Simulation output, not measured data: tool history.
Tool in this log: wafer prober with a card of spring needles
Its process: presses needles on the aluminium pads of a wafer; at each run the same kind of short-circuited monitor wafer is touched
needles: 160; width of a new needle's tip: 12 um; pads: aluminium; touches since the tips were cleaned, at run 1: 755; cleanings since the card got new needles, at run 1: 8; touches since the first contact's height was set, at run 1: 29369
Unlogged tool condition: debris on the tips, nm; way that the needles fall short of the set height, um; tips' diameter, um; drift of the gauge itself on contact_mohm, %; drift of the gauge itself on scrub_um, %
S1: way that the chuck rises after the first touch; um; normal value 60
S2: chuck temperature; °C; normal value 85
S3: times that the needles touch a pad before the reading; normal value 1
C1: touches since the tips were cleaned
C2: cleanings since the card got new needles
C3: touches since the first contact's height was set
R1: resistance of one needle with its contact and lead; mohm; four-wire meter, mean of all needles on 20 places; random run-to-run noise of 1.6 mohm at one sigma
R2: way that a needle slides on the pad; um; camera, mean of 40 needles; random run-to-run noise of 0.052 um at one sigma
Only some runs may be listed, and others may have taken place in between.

run,hour,S1,S2,S3,C1,C2,C3,R1,R2
1,0.0,60,85,1,755,8,29369,188,16.23
# hour 4.8: tips cleaned on abrasive film
# hour 12.9: tips cleaned on abrasive film
# hour 20.9: tips cleaned on abrasive film
# hour 28.9: tips cleaned on abrasive film
2,32.2,60,85,1,1524,12,44171,186,16.23
# hour 35.4: tips cleaned on abrasive film
# hour 43.4: tips cleaned on abrasive film
# hour 51.5: tips cleaned on abrasive film
# hour 59.5: tips cleaned on abrasive film
# hour 67.5: tips cleaned on abrasive film
3,67.6,60,85,1,42,17,60452,175,16.05
# hour 74.0: tips cleaned on abrasive film
# hour 80.5: tips cleaned on abrasive film
# hour 86.9: tips cleaned on abrasive film
# hour 94.3: tips cleaned on abrasive film
4,94.3,60,85,1,0,21,72688,172,16.03
# hour 102.3: tips cleaned on abrasive film
# hour 110.3: tips cleaned on abrasive film
# hour 118.3: tips cleaned on abrasive film
# hour 126.3: tips cleaned on abrasive film
# hour 132.8: tips cleaned on abrasive film
5,134.0,60,85,1,558,26,90966,180,16.03
# hour 140.4: tips cleaned on abrasive film
# hour 146.8: tips cleaned on abrasive film
# hour 154.9: tips cleaned on abrasive film
# hour 161.3: tips cleaned on abrasive film
6,162.1,60,85,1,383,30,103900,176,15.84
# hour 168.6: tips cleaned on abrasive film
# hour 176.6: tips cleaned on abrasive film
# hour 184.6: tips cleaned on abrasive film
# hour 191.1: tips cleaned on abrasive film
7,193.5,60,85,1,1140,34,118332,183,15.91
# hour 198.4: tips cleaned on abrasive film
# hour 206.4: tips cleaned on abrasive film
# hour 213.8: tips cleaned on abrasive film
8,213.8,60,85,1,0,37,127675,173,15.83
# hour 221.9: tips cleaned on abrasive film
# hour 229.9: tips cleaned on abrasive film
9,234.9,60,85,1,2317,39,137375,193,15.74
# hour 236.5: tips cleaned on abrasive film
# hour 243.0: tips cleaned on abrasive film
# hour 251.0: tips cleaned on abrasive film
# hour 259.0: tips cleaned on abrasive film
# hour 265.8: tips cleaned on abrasive film
10,265.8,60,85,1,0,44,151549,176,15.73
# hour 273.8: tips cleaned on abrasive film
# hour 281.8: tips cleaned on abrasive film
11,285.7,60,85,1,1807,46,160739,186,15.70
# hour 289.0: tips cleaned on abrasive film
# hour 297.0: tips cleaned on abrasive film
# hour 305.0: tips cleaned on abrasive film
# hour 311.4: tips cleaned on abrasive film
# hour 319.5: tips cleaned on abrasive film
# hour 327.5: tips cleaned on abrasive film
12,330.4,60,85,1,1360,52,181295,182,15.73
# hour 335.3: tips cleaned on abrasive film
# hour 343.3: tips cleaned on abrasive film
13,349.1,60,85,1,2712,54,189913,192,15.61
# hour 350.8: tips cleaned on abrasive film
# hour 358.8: tips cleaned on abrasive film
# hour 365.2: tips cleaned on abrasive film
14,371.0,60,85,1,2695,57,199992,191,15.53
# hour 372.7: tips cleaned on abrasive film
# hour 379.1: tips cleaned on abrasive film
# hour 387.2: tips cleaned on abrasive film
# hour 395.2: tips cleaned on abrasive film
15,396.3,60,85,1,531,61,211597,176,15.49
# hour 402.8: tips cleaned on abrasive film
# hour 409.2: tips cleaned on abrasive film
# hour 417.2: tips cleaned on abrasive film
# hour 425.2: tips cleaned on abrasive film
16,425.6,80,25,1,162,65,225047,162,20.88
# hour 432.0: tips cleaned on abrasive film
# hour 440.0: tips cleaned on abrasive film
# hour 448.1: tips cleaned on abrasive film
# hour 456.1: tips cleaned on abrasive film
# hour 463.9: tips cleaned on abrasive film
17,463.9,80,25,1,0,70,242681,164,20.85
# hour 469.0: height of the first contact set anew
# hour 472.3: tips cleaned on abrasive film
# hour 480.3: tips cleaned on abrasive film
# hour 488.3: tips cleaned on abrasive film
# hour 496.3: tips cleaned on abrasive film
# hour 504.3: tips cleaned on abrasive film
18,506.4,60,114,1,981,75,17223,189,16.32
# hour 511.3: tips cleaned on abrasive film
# hour 519.3: tips cleaned on abrasive film
# hour 525.8: tips cleaned on abrasive film
# hour 532.9: tips cleaned on abrasive film
19,532.9,60,35,3,0,79,29354,167,16.22
# hour 539.3: tips cleaned on abrasive film
# hour 547.3: tips cleaned on abrasive film
# hour 555.4: tips cleaned on abrasive film
# hour 563.4: tips cleaned on abrasive film
# hour 571.4: tips cleaned on abrasive film
20,572.0,44,34,2,270,84,47345,173,11.82
# hour 578.4: tips cleaned on abrasive film
# hour 586.4: tips cleaned on abrasive film
21,591.3,46,54,2,2247,86,56237,191,12.33
# hour 592.9: tips cleaned on abrasive film
# hour 601.0: tips cleaned on abrasive film
# hour 607.4: tips cleaned on abrasive film
# hour 615.4: tips cleaned on abrasive film
22,615.6,58,67,1,103,90,67416,172,15.51
# hour 622.1: tips cleaned on abrasive film
# hour 630.1: tips cleaned on abrasive film
# hour 636.5: tips cleaned on abrasive film
# hour 643.7: tips cleaned on abrasive film
23,643.7,58,67,1,0,94,80294,171,15.51
# hour 650.1: tips cleaned on abrasive film
# hour 658.1: tips cleaned on abrasive film
# hour 666.2: tips cleaned on abrasive film
# hour 674.2: tips cleaned on abrasive film
# hour 680.6: tips cleaned on abrasive film
24,681.8,49,31,1,567,99,97844,177,12.97
# hour 688.3: tips cleaned on abrasive film
# hour 694.7: tips cleaned on abrasive film
# hour 702.7: tips cleaned on abrasive film
25,706.5,49,31,1,1747,102,109190,192,12.84
# hour 709.8: tips cleaned on abrasive film
# hour 716.2: tips cleaned on abrasive film
# hour 724.2: tips cleaned on abrasive film
# hour 732.2: tips cleaned on abrasive film
# hour 740.3: tips cleaned on abrasive film
26,740.5,69,85,1,130,107,124823,172,18.32
# hour 747.0: tips cleaned on abrasive film
# hour 755.0: tips cleaned on abrasive film
# hour 763.0: tips cleaned on abrasive film
# hour 771.0: tips cleaned on abrasive film
# hour 778.7: tips cleaned on abrasive film
27,778.7,69,85,1,0,112,142385,174,18.24

Across each entry between runs, compare the hidden state at the last listed run before it with the hidden state at the first listed run after it:
Run 1 -> run 2: tips cleaned on abrasive film (hour 4.8); tips cleaned on abrasive film (hour 12.9); tips cleaned on abrasive film (hour 20.9); tips cleaned on abrasive film (hour 28.9)
  debris on the tips, nm: 32.1 -> 44.7; way that the needles fall short of the set height, um: 0.44 -> 0.66; tips' diameter, um: 12.15 -> 12.23
  measured result minus the result with no hidden state, R1: +10 -> +14 mohm; R2: -0.12 -> -0.18 um
Run 2 -> run 3: tips cleaned on abrasive film (hour 35.4); tips cleaned on abrasive film (hour 43.4); tips cleaned on abrasive film (hour 51.5); tips cleaned on abrasive film (hour 59.5); tips cleaned on abrasive film (hour 67.5)
  debris on the tips, nm: 44.7 -> 6.2; way that the needles fall short of the set height, um: 0.66 -> 0.96; tips' diameter, um: 12.23 -> 12.34
  measured result minus the result with no hidden state, R1: +14 -> +1 mohm; R2: -0.18 -> -0.26 um
Run 3 -> run 4: tips cleaned on abrasive film (hour 74.0); tips cleaned on abrasive film (hour 80.5); tips cleaned on abrasive film (hour 86.9); tips cleaned on abrasive film (hour 94.3)
  debris on the tips, nm: 6.2 -> 4.9; way that the needles fall short of the set height, um: 0.96 -> 1.14; tips' diameter, um: 12.34 -> 12.4
  measured result minus the result with no hidden state, R1: +1 -> +1 mohm; R2: -0.26 -> -0.31 um
Run 4 -> run 5: tips cleaned on abrasive film (hour 102.3); tips cleaned on abrasive film (hour 110.3); tips cleaned on abrasive film (hour 118.3); tips cleaned on abrasive film (hour 126.3); tips cleaned on abrasive film (hour 132.8)
  debris on the tips, nm: 4.9 -> 19.1; way that the needles fall short of the set height, um: 1.14 -> 1.46; tips' diameter, um: 12.4 -> 12.51
  measured result minus the result with no hidden state, R1: +1 -> +6 mohm; R2: -0.31 -> -0.40 um
Run 5 -> run 6: tips cleaned on abrasive film (hour 140.4); tips cleaned on abrasive film (hour 146.8); tips cleaned on abrasive film (hour 154.9); tips cleaned on abrasive film (hour 161.3)
  debris on the tips, nm: 19.1 -> 17.7; way that the needles fall short of the set height, um: 1.46 -> 1.67; tips' diameter, um: 12.51 -> 12.59
  measured result minus the result with no hidden state, R1: +6 -> +5 mohm; R2: -0.40 -> -0.46 um
Run 6 -> run 7: tips cleaned on abrasive film (hour 168.6); tips cleaned on abrasive film (hour 176.6); tips cleaned on abrasive film (hour 184.6); tips cleaned on abrasive film (hour 191.1)
  debris on the tips, nm: 17.7 -> 40.7; way that the needles fall short of the set height, um: 1.67 -> 1.87; tips' diameter, um: 12.59 -> 12.65
  measured result minus the result with no hidden state, R1: +5 -> +12 mohm; R2: -0.46 -> -0.51 um
Run 7 -> run 8: tips cleaned on abrasive film (hour 198.4); tips cleaned on abrasive film (hour 206.4); tips cleaned on abrasive film (hour 213.8)
  debris on the tips, nm: 40.7 -> 5.4; way that the needles fall short of the set height, um: 1.87 -> 2.02; tips' diameter, um: 12.65 -> 12.71
  measured result minus the result with no hidden state, R1: +12 -> +2 mohm; R2: -0.51 -> -0.55 um
Run 8 -> run 9: tips cleaned on abrasive film (hour 221.9); tips cleaned on abrasive film (hour 229.9)
  debris on the tips, nm: 5.4 -> 63; way that the needles fall short of the set height, um: 2.02 -> 2.12; tips' diameter, um: 12.71 -> 12.74
  measured result minus the result with no hidden state, R1: +2 -> +19 mohm; R2: -0.55 -> -0.58 um
Run 9 -> run 10: tips cleaned on abrasive film (hour 236.5); tips cleaned on abrasive film (hour 243.0); tips cleaned on abrasive film (hour 251.0); tips cleaned on abrasive film (hour 259.0); tips cleaned on abrasive film (hour 265.8)
  debris on the tips, nm: 63 -> 4.6; way that the needles fall short of the set height, um: 2.12 -> 2.43; tips' diameter, um: 12.74 -> 12.85
  measured result minus the result with no hidden state, R1: +19 -> +1 mohm; R2: -0.58 -> -0.66 um
Run 10 -> run 11: tips cleaned on abrasive film (hour 273.8); tips cleaned on abrasive film (hour 281.8)
  debris on the tips, nm: 4.6 -> 52.5; way that the needles fall short of the set height, um: 2.43 -> 2.51; tips' diameter, um: 12.85 -> 12.88
  measured result minus the result with no hidden state, R1: +1 -> +16 mohm; R2: -0.66 -> -0.68 um
Run 11 -> run 12: tips cleaned on abrasive film (hour 289.0); tips cleaned on abrasive film (hour 297.0); tips cleaned on abrasive film (hour 305.0); tips cleaned on abrasive film (hour 311.4); tips cleaned on abrasive film (hour 319.5); tips cleaned on abrasive film (hour 327.5)
  debris on the tips, nm: 52.5 -> 38.4; way that the needles fall short of the set height, um: 2.51 -> 2.83; tips' diameter, um: 12.88 -> 12.99
  measured result minus the result with no hidden state, R1: +16 -> +12 mohm; R2: -0.68 -> -0.78 um
Run 12 -> run 13: tips cleaned on abrasive film (hour 335.3); tips cleaned on abrasive film (hour 343.3)
  debris on the tips, nm: 38.4 -> 67.6; way that the needles fall short of the set height, um: 2.83 -> 2.94; tips' diameter, um: 12.99 -> 13.03
  measured result minus the result with no hidden state, R1: +12 -> +21 mohm; R2: -0.78 -> -0.80 um
Run 13 -> run 14: tips cleaned on abrasive film (hour 350.8); tips cleaned on abrasive film (hour 358.8); tips cleaned on abrasive film (hour 365.2)
  debris on the tips, nm: 67.6 -> 62.4; way that the needles fall short of the set height, um: 2.94 -> 3.09; tips' diameter, um: 13.03 -> 13.08
  measured result minus the result with no hidden state, R1: +21 -> +20 mohm; R2: -0.80 -> -0.84 um
Run 14 -> run 15: tips cleaned on abrasive film (hour 372.7); tips cleaned on abrasive film (hour 379.1); tips cleaned on abrasive film (hour 387.2); tips cleaned on abrasive film (hour 395.2)
  debris on the tips, nm: 62.4 -> 19; way that the needles fall short of the set height, um: 3.09 -> 3.35; tips' diameter, um: 13.08 -> 13.17
  measured result minus the result with no hidden state, R1: +20 -> +6 mohm; R2: -0.84 -> -0.92 um
Run 15 -> run 16: tips cleaned on abrasive film (hour 402.8); tips cleaned on abrasive film (hour 409.2); tips cleaned on abrasive film (hour 417.2); tips cleaned on abrasive film (hour 425.2)
  debris on the tips, nm: 19 -> 8.3; way that the needles fall short of the set height, um: 3.35 -> 3.58; tips' diameter, um: 13.17 -> 13.25
  measured result minus the result with no hidden state, R1: +6 -> +1 mohm; R2: -0.92 -> -0.98 um
Run 16 -> run 17: tips cleaned on abrasive film (hour 432.0); tips cleaned on abrasive film (hour 440.0); tips cleaned on abrasive film (hour 448.1); tips cleaned on abrasive film (hour 456.1); tips cleaned on abrasive film (hour 463.9)
  debris on the tips, nm: 8.3 -> 9.9; way that the needles fall short of the set height, um: 3.58 -> 3.88; tips' diameter, um: 13.25 -> 13.36
  measured result minus the result with no hidden state, R1: +1 -> +2 mohm; R2: -0.98 -> -1.06 um
Run 17 -> run 18: height of the first contact set anew (hour 469.0); tips cleaned on abrasive film (hour 472.3); tips cleaned on abrasive film (hour 480.3); tips cleaned on abrasive film (hour 488.3); tips cleaned on abrasive film (hour 496.3); tips cleaned on abrasive film (hour 504.3)
  debris on the tips, nm: 9.9 -> 31; way that the needles fall short of the set height, um: 3.88 -> 0.27; tips' diameter, um: 13.36 -> 13.45
  measured result minus the result with no hidden state, R1: +2 -> +9 mohm; R2: -1.06 -> -0.07 um
Run 18 -> run 19: tips cleaned on abrasive film (hour 511.3); tips cleaned on abrasive film (hour 519.3); tips cleaned on abrasive film (hour 525.8); tips cleaned on abrasive film (hour 532.9)
  debris on the tips, nm: 31 -> 7; way that the needles fall short of the set height, um: 0.27 -> 0.5; tips' diameter, um: 13.45 -> 13.53
  measured result minus the result with no hidden state, R1: +9 -> +1 mohm; R2: -0.07 -> -0.14 um
Run 19 -> run 20: tips cleaned on abrasive film (hour 539.3); tips cleaned on abrasive film (hour 547.3); tips cleaned on abrasive film (hour 555.4); tips cleaned on abrasive film (hour 563.4); tips cleaned on abrasive film (hour 571.4)
  debris on the tips, nm: 7 -> 18; way that the needles fall short of the set height, um: 0.5 -> 0.78; tips' diameter, um: 13.53 -> 13.63
  measured result minus the result with no hidden state, R1: +1 -> +7 mohm; R2: -0.14 -> -0.21 um
Run 20 -> run 21: tips cleaned on abrasive film (hour 578.4); tips cleaned on abrasive film (hour 586.4)
  debris on the tips, nm: 18 -> 63.6; way that the needles fall short of the set height, um: 0.78 -> 0.89; tips' diameter, um: 13.63 -> 13.67
  measured result minus the result with no hidden state, R1: +7 -> +21 mohm; R2: -0.21 -> -0.24 um
Run 21 -> run 22: tips cleaned on abrasive film (hour 592.9); tips cleaned on abrasive film (hour 601.0); tips cleaned on abrasive film (hour 607.4); tips cleaned on abrasive film (hour 615.4)
  debris on the tips, nm: 63.6 -> 6.9; way that the needles fall short of the set height, um: 0.89 -> 1.11; tips' diameter, um: 13.67 -> 13.75
  measured result minus the result with no hidden state, R1: +21 -> +3 mohm; R2: -0.24 -> -0.31 um
Run 22 -> run 23: tips cleaned on abrasive film (hour 622.1); tips cleaned on abrasive film (hour 630.1); tips cleaned on abrasive film (hour 636.5); tips cleaned on abrasive film (hour 643.7)
  debris on the tips, nm: 6.9 -> 3.7; way that the needles fall short of the set height, um: 1.11 -> 1.36; tips' diameter, um: 13.75 -> 13.83
  measured result minus the result with no hidden state, R1: +3 -> +2 mohm; R2: -0.31 -> -0.37 um
Run 23 -> run 24: tips cleaned on abrasive film (hour 650.1); tips cleaned on abrasive film (hour 658.1); tips cleaned on abrasive film (hour 666.2); tips cleaned on abrasive film (hour 674.2); tips cleaned on abrasive film (hour 680.6)
  debris on the tips, nm: 3.7 -> 21.7; way that the needles fall short of the set height, um: 1.36 -> 1.62; tips' diameter, um: 13.83 -> 13.93
  measured result minus the result with no hidden state, R1: +2 -> +13 mohm; R2: -0.37 -> -0.45 um
Run 24 -> run 25: tips cleaned on abrasive film (hour 688.3); tips cleaned on abrasive film (hour 694.7); tips cleaned on abrasive film (hour 702.7)
  debris on the tips, nm: 21.7 -> 53; way that the needles fall short of the set height, um: 1.62 -> 1.76; tips' diameter, um: 13.93 -> 13.98
  measured result minus the result with no hidden state, R1: +13 -> +29 mohm; R2: -0.45 -> -0.48 um
Run 25 -> run 26: tips cleaned on abrasive film (hour 709.8); tips cleaned on abrasive film (hour 716.2); tips cleaned on abrasive film (hour 724.2); tips cleaned on abrasive film (hour 732.2); tips cleaned on abrasive film (hour 740.3)
  debris on the tips, nm: 53 -> 9.6; way that the needles fall short of the set height, um: 1.76 -> 2.04; tips' diameter, um: 13.98 -> 14.07
  measured result minus the result with no hidden state, R1: +29 -> +2 mohm; R2: -0.48 -> -0.56 um
Run 26 -> run 27: tips cleaned on abrasive film (hour 747.0); tips cleaned on abrasive film (hour 755.0); tips cleaned on abrasive film (hour 763.0); tips cleaned on abrasive film (hour 771.0); tips cleaned on abrasive film (hour 778.7)
  debris on the tips, nm: 9.6 -> 4.6; way that the needles fall short of the set height, um: 2.04 -> 2.33; tips' diameter, um: 14.07 -> 14.17
  measured result minus the result with no hidden state, R1: +2 -> +1 mohm; R2: -0.56 -> -0.64 um
